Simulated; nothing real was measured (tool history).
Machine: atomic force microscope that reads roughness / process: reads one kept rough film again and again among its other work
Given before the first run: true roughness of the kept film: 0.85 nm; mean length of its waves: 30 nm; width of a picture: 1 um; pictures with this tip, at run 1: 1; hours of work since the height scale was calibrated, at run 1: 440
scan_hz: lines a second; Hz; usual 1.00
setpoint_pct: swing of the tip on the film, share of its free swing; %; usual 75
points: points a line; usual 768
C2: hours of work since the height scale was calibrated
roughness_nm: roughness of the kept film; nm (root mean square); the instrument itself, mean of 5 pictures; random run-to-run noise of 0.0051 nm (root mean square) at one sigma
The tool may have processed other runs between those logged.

Run 1, day 0.000: usual settings; pictures with this tip 1; C2 440. Result: roughness_nm 0.805 nm (root mean square).
Run 2, day 0.908: usual settings; pictures with this tip 26; C2 454. Result: roughness_nm 0.777 nm (root mean square).
Run 3, day 1.983: usual settings; pictures with this tip 56; C2 471. Result: roughness_nm 0.768 nm (root mean square).
Run 4, day 2.850: usual settings; pictures with this tip 80; C2 485. Result: roughness_nm 0.754 nm (root mean square).
Run 5, day 3.421: usual settings; pictures with this tip 96; C2 494. Result: roughness_nm 0.748 nm (root mean square).
Run 6, day 4.238: usual settings but scan_hz 2.70 Hz; pictures with this tip 118; C2 507. Result: roughness_nm 0.692 nm (root mean square).
At day 5.108: new tip fitted.
Run 7, day 5.154: usual settings; pictures with this tip 1; C2 521. Result: roughness_nm 0.790 nm (root mean square).
Run 8, day 6.279: usual settings but setpoint_pct 68 %; pictures with this tip 32; C2 538. Result: roughness_nm 0.794 nm (root mean square).
Run 9, day 7.283: usual settings but setpoint_pct 68 %; pictures with this tip 60; C2 554. Result: roughness_nm 0.766 nm (root mean square).
Run 10, day 8.338: usual settings but scan_hz 1.03 Hz; pictures with this tip 89; C2 571. Result: roughness_nm 0.749 nm (root mean square).
Run 11, day 9.492: usual settings; pictures with this tip 121; C2 589. Result: roughness_nm 0.735 nm (root mean square).
At day 9.642: height scale calibrated on a step standard.
At day 10.338: new tip fitted.
Run 12, day 10.400: usual settings; pictures with this tip 1; C2 12. Result: roughness_nm 0.785 nm (root mean square).
Run 13, day 11.142: usual settings; pictures with this tip 22; C2 23. Result: roughness_nm 0.788 nm (root mean square).
Run 14, day 11.804: usual settings but setpoint_pct 66 %; pictures with this tip 40; C2 34. Result: roughness_nm 0.785 nm (root mean square).
Run 15, day 12.367: usual settings but scan_hz 2.99 Hz, setpoint_pct 77 %, points 275; pictures with this tip 56; C2 43. Result: roughness_nm 0.707 nm (root mean square).
Run 16, day 13.204: usual settings but scan_hz 2.99 Hz, setpoint_pct 77 %, points 275; pictures with this tip 79; C2 56. Result: roughness_nm 0.695 nm (root mean square).
Run 17, day 14.158: usual settings but scan_hz 1.65 Hz, setpoint_pct 76 %, points 556; pictures with this tip 105; C2 71. Result: roughness_nm 0.721 nm (root mean square).
Run 18, day 15.200: usual settings but scan_hz 1.65 Hz, setpoint_pct 76 %, points 556; pictures with this tip 134; C2 87. Result: roughness_nm 0.700 nm (root mean square).
At day 15.408: height scale calibrated on a step standard, once more.
At day 15.600: new tip fitted.
Run 19, day 16.062: usual settings but scan_hz 1.65 Hz, setpoint_pct 76 %, points 556; pictures with this tip 12; C2 10. Result: roughness_nm 0.779 nm (root mean square).
Run 20, day 17.012: usual settings but scan_hz 0.67 Hz, setpoint_pct 70 %, points 353; pictures with this tip 39; C2 25. Result: roughness_nm 0.777 nm (root mean square).
Run 21, day 17.875: usual settings but scan_hz 0.86 Hz, setpoint_pct 70 %, points 798; pictures with this tip 62; C2 38. Result: roughness_nm 0.780 nm (root mean square).
Run 22, day 18.850: usual settings but scan_hz 1.38 Hz, setpoint_pct 77 %, points 645; pictures with this tip 89; C2 54. Result: roughness_nm 0.747 nm (root mean square).

What if the next run were any one of these 4? Each begins from the tool's condition after run 22:
Run A, day 19.358: usual settings but setpoint_pct 82 %, points 346; pictures with this tip 103; C2 62. Result: roughness_nm ?.
Run B, day 19.358: usual settings but scan_hz 1.59 Hz, setpoint_pct 77 %, points 645; pictures with this tip 103; C2 62. Result: roughness_nm ?.
Run C, day 19.358: usual settings but scan_hz 3.01 Hz, setpoint_pct 62 %, points 543; pictures with this tip 103; C2 62. Result: roughness_nm ?.
Run D, day 19.358: usual settings but scan_hz 1.29 Hz, setpoint_pct 77 %, points 645; pictures with this tip 103; C2 62. Result: roughness_nm ?.

run  roughness_nm
  A         0.744
  B         0.729
  C         0.742
  D         0.730
The same runs, with their run-to-run variation unchanged, on a tool lacking any hidden condition would have given:
run  roughness_nm
  A         0.797
  B         0.783
  C         0.796
  D         0.784
